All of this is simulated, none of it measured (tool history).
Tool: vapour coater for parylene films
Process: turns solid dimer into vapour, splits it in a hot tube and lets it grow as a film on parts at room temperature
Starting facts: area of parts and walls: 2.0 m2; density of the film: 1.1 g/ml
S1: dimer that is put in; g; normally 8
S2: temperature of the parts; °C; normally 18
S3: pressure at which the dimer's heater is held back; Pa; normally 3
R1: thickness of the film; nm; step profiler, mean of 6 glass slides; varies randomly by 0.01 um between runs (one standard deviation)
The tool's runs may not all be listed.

run,hour,S1,S2,S3,R1
1,0,8,18,3,2830
2,53,8,18,3,2840
3,82.8,8,18,3,2820
4,106.6,8,18,3,2820
# hour 143.2: trap's valve overhauled
5,151.8,8,18,3,3010
6,206.5,8,18,3,3000
7,257.5,8,18,10.43,2320
8,310.3,8,18,10.43,2310
9,348.8,8,23,3,2550
10,372.5,4,23,3,1250
11,423.6,4,23,3,1270
12,478.9,5,18,3,1870
13,530,8,29,2.02,2270
14,573.3,8,29,2.02,2260
15,616,8,29,2.02,2260
16,672,7,18,2.02,2810
17,729.5,8,18,2.23,3120
18,785.8,10,15,5.13,3630
19,838.7,8,15,6.73,2750

Predict each of these 3 candidate next runs independently; none follows another, all start after run 19:
A,875,7,14,6.73,?
B,875,4,24,2.34,?
C,875,3,14,3.25,?

run,R1
A,2490
B,1290
C,1240
What these runs would have given with no unlogged condition in the tool:
run,R1
A,2490
B,1280
C,1230
